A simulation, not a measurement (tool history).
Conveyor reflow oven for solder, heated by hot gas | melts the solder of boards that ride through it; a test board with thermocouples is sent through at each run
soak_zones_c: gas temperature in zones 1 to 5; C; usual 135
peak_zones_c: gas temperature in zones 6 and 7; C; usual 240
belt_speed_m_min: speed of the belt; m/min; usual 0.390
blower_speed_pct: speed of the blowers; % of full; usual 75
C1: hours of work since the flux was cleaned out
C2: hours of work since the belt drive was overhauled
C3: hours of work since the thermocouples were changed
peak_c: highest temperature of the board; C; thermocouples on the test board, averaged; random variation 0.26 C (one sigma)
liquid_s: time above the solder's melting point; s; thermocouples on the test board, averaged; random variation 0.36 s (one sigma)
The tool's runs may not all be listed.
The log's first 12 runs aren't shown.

Run 13, hour 497.4: usual settings but soak_zones_c 142 C; C1 124; C2 1278; C3 418. Result: peak_c 227.1 C, liquid_s 94.8 s.
Run 14, hour 555.7: usual settings; C1 169; C2 1323; C3 463. Result: peak_c 225.8 C, liquid_s 91.3 s.
Run 15, hour 604.9: usual settings; C1 207; C2 1361; C3 501. Result: peak_c 225.6 C, liquid_s 91.2 s.
Run 16, hour 648.3: usual settings; C1 241; C2 1394; C3 535. Result: peak_c 225.8 C, liquid_s 90.5 s.
At hour 672.9: flux residue cleaned out of gas plates and filters.
Run 17, hour 694.1: usual settings; C1 16; C2 1426; C3 566. Result: peak_c 227.4 C, liquid_s 92.6 s.
Run 18, hour 720.1: usual settings but belt_speed_m_min 0.468 m/min; C1 36; C2 1446; C3 586. Result: peak_c 221.3 C, liquid_s 71.1 s.
Run 19, hour 758.6: usual settings but belt_speed_m_min 0.468 m/min; C1 66; C2 1476; C3 616. Result: peak_c 220.9 C, liquid_s 70.9 s.
Run 20, hour 802.7: usual settings but peak_zones_c 233 C; C1 100; C2 1510; C3 650. Result: peak_c 221.1 C, liquid_s 86.9 s.
Run 21, hour 861.6: usual settings but peak_zones_c 233 C; C1 145; C2 1555; C3 695. Result: peak_c 220.9 C, liquid_s 87.3 s.
Run 22, hour 889.8: usual settings but soak_zones_c 144 C, peak_zones_c 252 C; C1 167; C2 1577; C3 717. Result: peak_c 239.0 C, liquid_s 105.5 s.
Run 23, hour 943.7: usual settings but peak_zones_c 243 C, belt_speed_m_min 0.359 m/min, blower_speed_pct 72 % of full; C1 209; C2 1618; C3 758. Result: peak_c 231.6 C, liquid_s 104.2 s.
At hour 1008.4: flux residue cleaned out of gas plates and filters.
Run 24, hour 1010.1: usual settings but peak_zones_c 243 C, belt_speed_m_min 0.359 m/min, blower_speed_pct 72 % of full; C1 1; C2 1666; C3 806. Result: peak_c 233.3 C, liquid_s 106.2 s.
At hour 1075.9: belt drive overhauled, speed set with a stopwatch.
Run 25, hour 1077.5: usual settings but peak_zones_c 243 C, belt_speed_m_min 0.359 m/min, blower_speed_pct 72 % of full; C1 50; C2 1; C3 855. Result: peak_c 231.8 C, liquid_s 100.4 s.
Run 26, hour 1134.1: usual settings but soak_zones_c 131 C, belt_speed_m_min 0.322 m/min, blower_speed_pct 83 % of full; C1 94; C2 45; C3 898. Result: peak_c 234.4 C, liquid_s 113.9 s.
Run 27, hour 1197.1: usual settings but soak_zones_c 131 C, peak_zones_c 242 C, belt_speed_m_min 0.322 m/min, blower_speed_pct 80 % of full; C1 142; C2 93; C3 947. Result: peak_c 235.4 C, liquid_s 114.3 s.
Run 28, hour 1236.6: usual settings but soak_zones_c 131 C, peak_zones_c 250 C, belt_speed_m_min 0.409 m/min, blower_speed_pct 52 % of full; C1 173; C2 124; C3 977. Result: peak_c 223.6 C, liquid_s 78.5 s.
Run 29, hour 1279.9: usual settings but soak_zones_c 125 C, peak_zones_c 237 C; C1 206; C2 157; C3 1011. Result: peak_c 223.0 C, liquid_s 80.4 s.
Run 30, hour 1325.1: usual settings but soak_zones_c 125 C, peak_zones_c 237 C; C1 241; C2 192; C3 1046. Result: peak_c 222.6 C, liquid_s 80.5 s.

3 ways to go on from here, each from the tool as it stands after run 30. What would each give?
At hour 1346.6: flux residue cleaned out of gas plates and filters.
Run A, hour 1373.6: usual settings but soak_zones_c 125 C, peak_zones_c 249 C, belt_speed_m_min 0.375 m/min, blower_speed_pct 52 % of full; C1 21; C2 226; C3 1079. Result: peak_c ?, liquid_s ?.
At hour 1346.6: flux residue cleaned out of gas plates and filters.
Run B, hour 1373.6: usual settings but soak_zones_c 125 C, peak_zones_c 249 C, belt_speed_m_min 0.398 m/min; C1 21; C2 226; C3 1079. Result: peak_c ?, liquid_s ?.
At hour 1346.6: flux residue cleaned out of gas plates and filters.
Run C, hour 1373.6: usual settings but soak_zones_c 125 C; C1 21; C2 226; C3 1079. Result: peak_c ?, liquid_s ?.

run  peak_c  liquid_s
  A   226.9      87.2
  B   234.2      88.8
  C   226.6      84.7
Without the tool's hidden state the same runs would have given:
run  peak_c  liquid_s
  A   222.7      82.2
  B   229.9      84.9
  C   222.3      80.3
